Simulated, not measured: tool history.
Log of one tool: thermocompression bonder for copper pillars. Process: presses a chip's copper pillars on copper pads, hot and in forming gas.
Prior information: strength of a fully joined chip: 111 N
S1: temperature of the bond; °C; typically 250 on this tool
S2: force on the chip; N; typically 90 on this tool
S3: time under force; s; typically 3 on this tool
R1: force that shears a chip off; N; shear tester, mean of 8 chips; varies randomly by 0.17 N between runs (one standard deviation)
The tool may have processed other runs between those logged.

Run 1, hour 0.0: usual settings. Result: R1 62.9 N.
Run 2, hour 42.0: usual settings. Result: R1 62.5 N.
Run 3, hour 93.1: usual settings. Result: R1 62.3 N.
Run 4, hour 154.6: usual settings. Result: R1 63.0 N.
Run 5, hour 245.8: usual settings but S2 106 N. Result: R1 67.9 N.
Run 6, hour 317.6: usual settings but S1 220 °C, S2 106 N. Result: R1 48.3 N.
Run 7, hour 378.3: usual settings but S1 220 °C, S2 106 N. Result: R1 48.0 N.
Run 8, hour 459.8: usual settings but S1 220 °C, S2 106 N. Result: R1 48.3 N.
Run 9, hour 539.1: usual settings but S1 220 °C, S2 106 N. Result: R1 48.3 N.
Run 10, hour 608.3: usual settings but S1 229 °C, S2 111 N, S3 2 s. Result: R1 47.8 N.
At hour 636.3: forming gas filter changed.
Run 11, hour 661.1: usual settings but S1 229 °C, S2 111 N, S3 2 s. Result: R1 47.8 N.
Run 12, hour 700.0: usual settings but S1 255 °C, S2 94 N, S3 4 s. Result: R1 72.9 N.
Run 13, hour 738.1: usual settings but S1 265 °C, S2 106 N. Result: R1 76.8 N.
Run 14, hour 790.9: usual settings but S1 280 °C, S2 70 N. Result: R1 73.6 N.
Run 15, hour 883.0: usual settings but S1 230 °C, S2 126 N. Result: R1 59.8 N.
Run 16, hour 964.2: usual settings but S1 228 °C, S2 66 N, S3 6 s. Result: R1 52.8 N.
Run 17, hour 1017.7: usual settings but S1 228 °C, S2 66 N, S3 6 s. Result: R1 53.0 N.
Run 18, hour 1065.6: usual settings but S1 228 °C, S2 112 N, S3 6 s. Result: R1 68.8 N.

What if the next run were any one of these 3? Each begins from the tool's condition after run 18:
Run A, hour 1148.4: usual settings but S1 230 °C, S3 8 s. Result: R1 ?.
Run B, hour 1148.4: usual settings but S1 226 °C, S2 64 N, S3 4 s. Result: R1 ?.
Run C, hour 1148.4: usual settings but S1 231 °C, S2 74 N. Result: R1 ?.

run    R1
  A  69.3
  B  44.2
  C  45.6
The same runs, with their run-to-run variation unchanged, on a tool lacking any hidden condition would have given:
run    R1
  A  69.2
  B  44.2
  C  45.5
